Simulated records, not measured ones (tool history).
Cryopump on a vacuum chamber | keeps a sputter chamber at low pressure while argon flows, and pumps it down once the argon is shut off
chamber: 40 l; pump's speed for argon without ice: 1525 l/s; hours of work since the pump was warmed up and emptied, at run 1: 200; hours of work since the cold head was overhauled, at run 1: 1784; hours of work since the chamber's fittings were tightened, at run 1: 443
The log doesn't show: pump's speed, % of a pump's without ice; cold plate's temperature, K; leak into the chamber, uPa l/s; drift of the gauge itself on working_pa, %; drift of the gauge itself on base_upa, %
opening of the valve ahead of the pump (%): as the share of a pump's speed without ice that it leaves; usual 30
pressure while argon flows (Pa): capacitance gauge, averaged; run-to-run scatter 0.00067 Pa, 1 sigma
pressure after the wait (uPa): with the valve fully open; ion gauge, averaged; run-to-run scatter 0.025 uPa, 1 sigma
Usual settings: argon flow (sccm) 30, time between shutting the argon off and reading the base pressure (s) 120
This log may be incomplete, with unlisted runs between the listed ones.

| run | hour | argon flow (sccm) | time between shutting the argon off and reading the base pressure (s) | opening of the valve ahead of the pump (%) | hours of work since the pump was warmed up and emptied | hours of work since the cold head was overhauled | hours of work since the chamber's fittings were tightened | pressure while argon flows (Pa) | pressure after the wait (uPa) |
|---|---|---|---|---|---|---|---|---|---|
| 1 | 0.0 | 30 | 120 | 30 | 200 | 1784 | 443 | 0.1139 | 1.22 |
| 2 | 52.3 | 30 | 120 | 30 | 246 | 1829 | 488 | 0.1160 | 1.22 |
| 3 | 110.1 | 30 | 120 | 30 | 296 | 1879 | 538 | 0.1166 | 1.24 |
| 4 | 164.7 | 30 | 120 | 30 | 344 | 1927 | 586 | 0.1169 | 1.27 |
| 5 | 199.7 | 30 | 120 | 30 | 374 | 1957 | 616 | 0.1178 | 1.31 |
| 6 | 248.0 | 30 | 120 | 30 | 416 | 1999 | 658 | 0.1190 | 1.33 |
| 7 | 311.0 | 30 | 120 | 47 | 471 | 2054 | 713 | 0.0793 | 1.39 |
| 8 | 356.9 | 30 | 45 | 30 | 511 | 2094 | 753 | 0.1213 | 2.66 |
| 9 | 424.2 | 30 | 45 | 30 | 569 | 2152 | 811 | 0.1231 | 2.73 |
| 10 | 453.9 | 30 | 45 | 30 | 595 | 2178 | 837 | 0.1234 | 2.76 |
| 11 | 486.8 | 30 | 120 | 30 | 623 | 2207 | 866 | 0.1227 | 1.45 |
| 12 | 556.1 | 30 | 120 | 30 | 684 | 2267 | 926 | 0.1250 | 1.53 |
| 13 | 591.6 | 30 | 267 | 30 | 715 | 2298 | 957 | 0.1269 | 1.15 |
|  | 632.4 | pump warmed up, emptied and cooled again |
| 14 | 635.8 | 30 | 267 | 30 | 3 | 2332 | 991 | 0.1117 | 0.95 |
| 15 | 678.4 | 30 | 95 | 30 | 40 | 2369 | 1028 | 0.1119 | 1.59 |
| 16 | 716.0 | 30 | 95 | 30 | 73 | 2402 | 1061 | 0.1119 | 1.60 |
| 17 | 775.4 | 30 | 120 | 30 | 124 | 2453 | 1112 | 0.1140 | 1.42 |
| 18 | 840.8 | 30 | 120 | 30 | 181 | 2510 | 1169 | 0.1158 | 1.45 |
| 19 | 890.6 | 30 | 120 | 31 | 224 | 2553 | 1212 | 0.1118 | 1.47 |
| 20 | 959.0 | 30 | 120 | 40 | 284 | 2613 | 1272 | 0.0886 | 1.58 |
| 21 | 991.9 | 30 | 120 | 40 | 312 | 2641 | 1300 | 0.0902 | 1.55 |
| 22 | 1054.1 | 41 | 23 | 17 | 367 | 2696 | 1355 | 0.2763 | 5.00 |
| 23 | 1100.2 | 41 | 23 | 31 | 407 | 2736 | 1395 | 0.1574 | 5.17 |
| 24 | 1150.8 | 41 | 23 | 57 | 451 | 2780 | 1439 | 0.0927 | 4.96 |
| 25 | 1183.7 | 17 | 80 | 32 | 479 | 2808 | 1467 | 0.0646 | 2.07 |
| 26 | 1252.7 | 12 | 38 | 30 | 539 | 2868 | 1527 | 0.0481 | 3.54 |
| 27 | 1300.1 | 37 | 182 | 26 | 580 | 2909 | 1568 | 0.1729 | 1.50 |
|  | 1308.0 | leaking fittings of the chamber tightened, without venting |
| 28 | 1332.5 | 17 | 22 | 55 | 607 | 2936 | 21 | 0.0415 | 4.55 |
| 29 | 1365.2 | 12 | 199 | 48 | 635 | 2964 | 50 | 0.0333 | 0.83 |
| 30 | 1399.0 | 12 | 199 | 48 | 665 | 2994 | 79 | 0.0335 | 0.85 |
| 31 | 1468.5 | 12 | 199 | 48 | 725 | 3054 | 140 | 0.0331 | 0.91 |
|  | 1499.5 | pump warmed up, emptied and cooled again |
| 32 | 1507.8 | 12 | 234 | 48 | 7 | 3084 | 169 | 0.0286 | 0.68 |
| 33 | 1549.3 | 12 | 234 | 48 | 43 | 3120 | 205 | 0.0290 | 0.74 |
| 34 | 1597.2 | 31 | 45 | 20 | 85 | 3161 | 247 | 0.1746 | 2.48 |
| 35 | 1661.6 | 44 | 115 | 54 | 141 | 3217 | 303 | 0.0947 | 1.26 |

The same runs without the tool's hidden state, with the same run-to-run variation:
| run | pressure while argon flows (Pa) | pressure after the wait (uPa) |
|---|---|---|
| 1 | 0.1096 | 1.03 |
| 2 | 0.1109 | 1.01 |
| 3 | 0.1106 | 0.99 |
| 4 | 0.1100 | 1.00 |
| 5 | 0.1103 | 1.02 |
| 6 | 0.1106 | 1.00 |
| 7 | 0.0696 | 1.02 |
| 8 | 0.1107 | 2.28 |
| 9 | 0.1108 | 2.29 |
| 10 | 0.1105 | 2.29 |
| 11 | 0.1090 | 0.97 |
| 12 | 0.1097 | 0.98 |
| 13 | 0.1106 | 0.58 |
| 14 | 0.1105 | 0.60 |
| 15 | 0.1103 | 1.21 |
| 16 | 0.1098 | 1.21 |
| 17 | 0.1110 | 0.99 |
| 18 | 0.1117 | 0.99 |
| 19 | 0.1071 | 0.98 |
| 20 | 0.0828 | 1.03 |
| 21 | 0.0838 | 0.99 |
| 22 | 0.2661 | 4.40 |
| 23 | 0.1460 | 4.52 |
| 24 | 0.0799 | 4.30 |
| 25 | 0.0590 | 1.37 |
| 26 | 0.0435 | 2.77 |
| 27 | 0.1575 | 0.71 |
| 28 | 0.0341 | 4.42 |
| 29 | 0.0277 | 0.68 |
| 30 | 0.0276 | 0.68 |
| 31 | 0.0266 | 0.69 |
| 32 | 0.0280 | 0.58 |
| 33 | 0.0282 | 0.63 |
| 34 | 0.1718 | 2.34 |
| 35 | 0.0894 | 1.09 |
